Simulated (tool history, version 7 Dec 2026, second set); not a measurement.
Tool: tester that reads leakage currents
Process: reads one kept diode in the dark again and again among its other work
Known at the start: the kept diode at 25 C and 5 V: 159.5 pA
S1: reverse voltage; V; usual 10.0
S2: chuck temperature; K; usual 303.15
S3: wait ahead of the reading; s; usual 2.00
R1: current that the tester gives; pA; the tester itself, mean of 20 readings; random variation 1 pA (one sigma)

| run | hour | S1 | S2 | S3 | R1 |
|---|---|---|---|---|---|
| 1 | 0.0 | 10.0 | 303.15 | 2.00 | 337.24 |
| 2 | 19.8 | 10.0 | 303.15 | 2.00 | 338.61 |
| 3 | 40.1 | 10.0 | 303.15 | 2.00 | 338.29 |
| 4 | 55.2 | 10.0 | 303.15 | 2.00 | 337.35 |
| 5 | 74.1 | 10.0 | 304.15 | 2.00 | 367.20 |
| 6 | 95.5 | 9.7 | 304.15 | 2.00 | 363.80 |
| 7 | 126.8 | 9.7 | 304.15 | 0.49 | 363.90 |
| 8 | 156.5 | 9.7 | 324.15 | 0.49 | 1810.01 |
| 9 | 187.0 | 9.7 | 324.15 | 0.49 | 1804.80 |
| 10 | 209.2 | 9.7 | 324.15 | 0.49 | 1793.71 |
| 11 | 225.1 | 9.7 | 324.15 | 0.49 | 1796.62 |
| 12 | 256.1 | 10.0 | 303.15 | 2.00 | 330.49 |
| 13 | 269.9 | 10.0 | 316.15 | 2.00 | 969.32 |
| 14 | 287.7 | 10.0 | 316.15 | 2.00 | 969.43 |
|  | 292.0 | chuck's temperature calibrated |
| 15 | 310.8 | 10.0 | 301.15 | 2.00 | 275.18 |
| 16 | 332.3 | 10.0 | 301.15 | 2.00 | 276.52 |
| 17 | 359.7 | 10.0 | 303.15 | 2.00 | 326.00 |
|  | 388.2 | chuck's temperature calibrated, once more |
| 18 | 389.0 | 10.0 | 303.15 | 2.00 | 340.09 |
| 19 | 403.4 | 10.0 | 331.15 | 2.00 | 3107.06 |
| 20 | 432.4 | 10.0 | 321.15 | 2.00 | 1464.45 |
| 21 | 459.9 | 17.1 | 305.15 | 2.00 | 506.56 |
| 22 | 488.3 | 17.1 | 305.15 | 2.00 | 508.70 |
| 23 | 521.3 | 11.5 | 319.15 | 7.07 | 1319.81 |
| 24 | 540.4 | 19.0 | 328.15 | 1.50 | 3258.09 |
| 25 | 564.1 | 3.1 | 303.15 | 2.84 | 199.37 |
| 26 | 589.3 | 10.0 | 315.15 | 2.00 | 898.68 |
| 27 | 604.1 | 3.0 | 319.15 | 1.16 | 728.01 |
| 28 | 627.6 | 10.0 | 318.15 | 7.25 | 1138.72 |
| 29 | 641.6 | 3.0 | 324.15 | 2.53 | 1067.63 |
| 30 | 673.3 | 1.0 | 295.15 | 0.46 | 59.13 |
| 31 | 687.8 | 2.1 | 303.15 | 2.00 | 165.71 |
| 32 | 710.6 | 15.4 | 297.15 | 2.00 | 239.77 |
| 33 | 724.6 | 10.0 | 303.15 | 0.62 | 330.33 |
| 34 | 747.6 | 5.2 | 303.15 | 3.36 | 244.75 |
| 35 | 761.3 | 2.2 | 328.15 | 2.00 | 1251.47 |
| 36 | 778.9 | 11.0 | 328.15 | 3.38 | 2497.07 |
| 37 | 799.7 | 10.3 | 328.15 | 0.44 | 2444.23 |

Forecast each of these 4 alternatives for the next run:
| A | 825.7 | 4.5 | 297.15 | 2.63 | ? |
| B | 825.7 | 3.3 | 298.15 | 2.79 | ? |
| C | 825.7 | 6.0 | 320.15 | 0.33 | ? |
| D | 825.7 | 17.9 | 309.15 | 6.91 | ? |

| run | R1 |
|---|---|
| A | 134.99 |
| B | 128.38 |
| C | 1046.72 |
| D | 694.45 |
Without the tool's hidden state the same runs would have given:
| run | R1 |
|---|---|
| A | 139.59 |
| B | 133.31 |
| C | 1091.74 |
| D | 718.50 |
